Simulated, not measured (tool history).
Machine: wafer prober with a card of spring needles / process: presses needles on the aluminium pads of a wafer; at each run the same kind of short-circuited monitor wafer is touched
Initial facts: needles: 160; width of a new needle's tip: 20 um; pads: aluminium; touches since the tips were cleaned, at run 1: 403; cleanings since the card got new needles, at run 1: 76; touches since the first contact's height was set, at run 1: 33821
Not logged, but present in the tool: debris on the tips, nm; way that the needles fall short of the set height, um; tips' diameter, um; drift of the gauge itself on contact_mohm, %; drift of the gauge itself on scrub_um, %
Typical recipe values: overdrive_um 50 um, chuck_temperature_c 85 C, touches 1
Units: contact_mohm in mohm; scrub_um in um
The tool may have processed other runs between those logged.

run	hour	overdrive_um	chuck_temperature_c	touches	touches since the tips were cleaned	cleanings since the card got new needles	touches since the first contact's height was set	contact_mohm	scrub_um
1	0.0	50	85	1	403	76	33821	303	10.17
# hour 16.1: tips cleaned on abrasive film
2	21.8	50	40	1	1984	77	41349	397	10.17
# hour 32.3: tips cleaned on abrasive film
# hour 48.3: tips cleaned on abrasive film
3	52.9	50	40	1	1610	79	52058	388	10.13
# hour 66.1: tips cleaned on abrasive film
4	73.0	50	85	3	2393	80	58960	306	10.13
# hour 83.2: tips cleaned on abrasive film
# hour 90.5: height of the first contact set anew
# hour 98.0: tips cleaned on abrasive film
5	106.5	50	85	1	2942	82	5533	451	10.06
# hour 113.6: tips cleaned on abrasive film
# hour 128.1: tips cleaned on abrasive film
# hour 144.9: tips cleaned on abrasive film
6	152.5	50	85	1	2625	85	21352	451	10.03
# hour 162.6: tips cleaned on abrasive film
# hour 178.1: tips cleaned on abrasive film
# hour 195.7: tips cleaned on abrasive film
7	197.2	50	94	1	519	88	36747	321	10.00
# hour 212.1: tips cleaned on abrasive film
# hour 229.9: tips cleaned on abrasive film
8	232.8	50	94	1	1012	90	48996	360	9.98
# hour 246.7: tips cleaned on abrasive film
# hour 262.6: tips cleaned on abrasive film
# hour 277.0: tips cleaned on abrasive film
# hour 277.3: height of the first contact set anew
9	282.3	50	94	1	1727	93	1727	398	10.22
# hour 294.4: tips cleaned on abrasive film
# hour 310.3: tips cleaned on abrasive film
10	314.3	50	94	1	1390	95	12750	361	10.21
# hour 325.2: tips cleaned on abrasive film
11	338.4	50	39	1	4575	96	21040	492	10.21
# hour 342.2: height of the first contact set anew, once more
# hour 342.3: tips cleaned on abrasive film
# hour 358.8: tips cleaned on abrasive film
# hour 374.5: tips cleaned on abrasive film
12	388.1	50	39	1	4708	99	15786	491	10.19
# hour 390.3: tips cleaned on abrasive film
# hour 405.4: tips cleaned on abrasive film
# hour 422.3: tips cleaned on abrasive film
13	428.9	50	39	1	2277	102	29804	451	10.15
# hour 437.6: tips cleaned on abrasive film
# hour 452.1: tips cleaned on abrasive film
14	452.1	50	39	1	0	104	37787	240	10.15
# hour 468.1: tips cleaned on abrasive film
# hour 483.7: tips cleaned on abrasive film
15	483.7	50	39	1	0	106	48645	257	10.13
# hour 499.1: tips cleaned on abrasive film
16	508.3	40	39	1	3199	107	57157	591	8.07
# hour 514.8: tips cleaned on abrasive film
# hour 527.8: height of the first contact set anew
# hour 530.3: tips cleaned on abrasive film
# hour 546.6: tips cleaned on abrasive film
17	553.2	35	25	1	2279	110	8733	667	7.14
# hour 562.5: tips cleaned on abrasive film
# hour 578.6: tips cleaned on abrasive film
# hour 594.7: tips cleaned on abrasive film
18	603.1	35	25	1	2897	113	25911	721	7.10
# hour 610.3: tips cleaned on abrasive film
# hour 625.7: tips cleaned on abrasive film
# hour 643.7: tips cleaned on abrasive film
19	646.8	35	25	1	1076	116	40947	456	7.09
# hour 660.0: tips cleaned on abrasive film
20	668.6	34	79	2	2958	117	48459	540	6.88
# hour 674.9: tips cleaned on abrasive film
# hour 691.7: tips cleaned on abrasive film
21	702.0	34	29	1	3590	119	59977	804	6.84
# hour 709.3: tips cleaned on abrasive film
# hour 716.0: height of the first contact set anew
# hour 726.1: tips cleaned on abrasive film
22	733.3	33	73	2	2472	121	5954	526	6.75
# hour 742.5: tips cleaned on abrasive film
# hour 757.0: tips cleaned on abrasive film
23	763.5	33	73	2	2256	123	16355	502	6.71
# hour 771.5: tips cleaned on abrasive film
24	784.2	33	73	2	4390	124	23479	563	6.71
# hour 787.8: tips cleaned on abrasive film
# hour 805.6: tips cleaned on abrasive film
# hour 821.9: tips cleaned on abrasive film
25	832.0	33	73	2	3503	127	39953	574	6.67
# hour 837.8: tips cleaned on abrasive film
# hour 853.5: tips cleaned on abrasive film
26	853.5	53	61	1	0	129	47326	247	10.76
# hour 870.2: tips cleaned on abrasive film
# hour 884.7: tips cleaned on abrasive film
27	897.7	53	61	1	4484	131	62559	473	10.72
# hour 899.9: tips cleaned on abrasive film
# hour 902.3: height of the first contact set anew
# hour 915.3: tips cleaned on abrasive film
# hour 930.8: tips cleaned on abrasive film
28	932.1	50	109	1	433	134	10246	302	10.22

Each row is a separate what-if for the run after 28, all from the same tool condition, not one after another. Results?
# hour 947.1: tips cleaned on abrasive film
# hour 963.4: tips cleaned on abrasive film
A	972.2	50	115	2	3073	136	24082	?	?
# hour 947.1: tips cleaned on abrasive film
# hour 963.4: tips cleaned on abrasive film
B	972.2	60	29	2	3073	136	24082	?	?
# hour 947.1: tips cleaned on abrasive film
# hour 963.4: tips cleaned on abrasive film
C	972.2	37	50	1	3073	136	24082	?	?
# hour 947.1: tips cleaned on abrasive film
# hour 963.4: tips cleaned on abrasive film
D	972.2	36	118	2	3073	136	24082	?	?

run	contact_mohm	scrub_um
A	377	10.19
B	325	12.23
C	660	7.52
D	496	7.32
Had the tool no hidden state, the same runs would have come out as:
run	contact_mohm	scrub_um
A	246	10.24
B	220	12.27
C	236	7.56
D	254	7.37
